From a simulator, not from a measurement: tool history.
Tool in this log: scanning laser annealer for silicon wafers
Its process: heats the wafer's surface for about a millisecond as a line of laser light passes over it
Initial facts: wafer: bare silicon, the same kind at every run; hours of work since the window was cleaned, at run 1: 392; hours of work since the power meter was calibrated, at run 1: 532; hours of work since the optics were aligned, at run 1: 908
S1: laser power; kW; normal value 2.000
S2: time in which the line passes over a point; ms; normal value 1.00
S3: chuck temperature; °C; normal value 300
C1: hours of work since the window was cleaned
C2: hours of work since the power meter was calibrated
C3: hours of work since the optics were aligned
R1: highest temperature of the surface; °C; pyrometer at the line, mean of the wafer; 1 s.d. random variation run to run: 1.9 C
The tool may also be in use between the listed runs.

| run | hour | S1 | S2 | S3 | C1 | C2 | C3 | R1 |
|---|---|---|---|---|---|---|---|---|
| 1 | 0.0 | 2.000 | 1.00 | 300 | 392 | 532 | 908 | 1129 |
| 2 | 34.7 | 2.000 | 1.00 | 300 | 416 | 556 | 931 | 1131 |
| 3 | 57.9 | 2.000 | 1.00 | 300 | 432 | 571 | 947 | 1127 |
| 4 | 93.6 | 2.000 | 1.00 | 300 | 456 | 596 | 971 | 1131 |
|  | 114.9 | window over the wafer cleaned |
| 5 | 120.2 | 1.726 | 1.00 | 300 | 4 | 612 | 988 | 1002 |
| 6 | 137.3 | 1.726 | 1.00 | 300 | 15 | 624 | 999 | 1003 |
| 7 | 162.0 | 1.726 | 1.00 | 300 | 32 | 641 | 1016 | 1005 |
| 8 | 187.2 | 2.000 | 1.00 | 300 | 49 | 658 | 1033 | 1129 |
| 9 | 206.1 | 2.000 | 1.00 | 300 | 62 | 671 | 1046 | 1131 |
| 10 | 234.5 | 2.000 | 1.00 | 300 | 81 | 690 | 1065 | 1132 |
| 11 | 256.9 | 2.000 | 1.00 | 300 | 96 | 705 | 1081 | 1131 |
| 12 | 274.7 | 2.000 | 1.00 | 300 | 109 | 717 | 1093 | 1128 |
| 13 | 301.1 | 2.000 | 1.00 | 298 | 126 | 735 | 1111 | 1130 |
| 14 | 327.9 | 2.000 | 1.00 | 298 | 145 | 753 | 1129 | 1134 |
| 15 | 344.5 | 2.000 | 1.00 | 298 | 156 | 765 | 1140 | 1126 |
| 16 | 379.8 | 2.000 | 1.00 | 298 | 180 | 789 | 1164 | 1127 |
| 17 | 400.9 | 2.000 | 1.00 | 298 | 194 | 803 | 1178 | 1130 |
| 18 | 427.0 | 2.000 | 1.00 | 298 | 212 | 821 | 1196 | 1130 |
| 19 | 451.6 | 2.065 | 1.00 | 300 | 229 | 837 | 1213 | 1160 |
| 20 | 480.5 | 2.000 | 0.92 | 300 | 248 | 857 | 1233 | 1089 |
| 21 | 516.9 | 2.000 | 0.92 | 300 | 273 | 882 | 1257 | 1093 |
| 22 | 549.0 | 2.000 | 1.12 | 327 | 295 | 903 | 1279 | 1212 |
| 23 | 564.1 | 1.997 | 0.94 | 327 | 305 | 914 | 1289 | 1127 |
| 24 | 583.1 | 1.997 | 0.94 | 290 | 318 | 927 | 1302 | 1089 |
| 25 | 608.3 | 2.048 | 1.17 | 290 | 335 | 944 | 1319 | 1223 |
| 26 | 643.3 | 1.915 | 0.82 | 300 | 359 | 968 | 1343 | 1005 |
| 27 | 671.9 | 1.911 | 1.00 | 269 | 378 | 987 | 1363 | 1058 |
| 28 | 706.2 | 1.911 | 1.00 | 269 | 402 | 1010 | 1386 | 1058 |
|  | 740.8 | optics aligned, line set to its width |
| 29 | 748.6 | 1.882 | 0.79 | 280 | 427 | 1036 | 5 | 957 |
| 30 | 785.3 | 1.830 | 0.85 | 300 | 452 | 1061 | 30 | 983 |
|  | 811.8 | window over the wafer cleaned |
| 31 | 824.3 | 1.911 | 1.03 | 300 | 8 | 1086 | 55 | 1102 |
| 32 | 858.4 | 2.000 | 1.00 | 261 | 32 | 1109 | 79 | 1089 |
| 33 | 885.3 | 2.000 | 1.18 | 327 | 50 | 1127 | 97 | 1237 |
| 34 | 913.5 | 1.712 | 1.24 | 327 | 69 | 1146 | 116 | 1114 |
| 35 | 930.7 | 1.712 | 1.24 | 327 | 81 | 1158 | 128 | 1114 |
| 36 | 952.6 | 1.713 | 0.73 | 266 | 96 | 1173 | 142 | 849 |
| 37 | 968.8 | 1.713 | 0.73 | 266 | 107 | 1184 | 153 | 848 |
| 38 | 995.4 | 1.713 | 0.85 | 307 | 125 | 1202 | 172 | 942 |
| 39 | 1027.0 | 1.713 | 0.85 | 307 | 146 | 1223 | 193 | 940 |
| 40 | 1042.9 | 1.713 | 0.85 | 307 | 157 | 1234 | 204 | 943 |
| 41 | 1066.4 | 1.713 | 0.85 | 307 | 173 | 1250 | 220 | 944 |

Here are 3 independent what-if runs from the current tool condition. What would each one return?
| A | 1090.5 | 2.000 | 1.00 | 300 | 189 | 1266 | 236 | ? |
| B | 1090.5 | 1.984 | 0.91 | 300 | 189 | 1266 | 236 | ? |
| C | 1090.5 | 1.713 | 1.00 | 307 | 189 | 1266 | 236 | ? |

| run | R1 |
|---|---|
| A | 1127 |
| B | 1079 |
| C | 1002 |
The same runs, with their run-to-run variation unchanged, on a tool lacking any hidden condition would have given:
| run | R1 |
|---|---|
| A | 1128 |
| B | 1079 |
| C | 1003 |
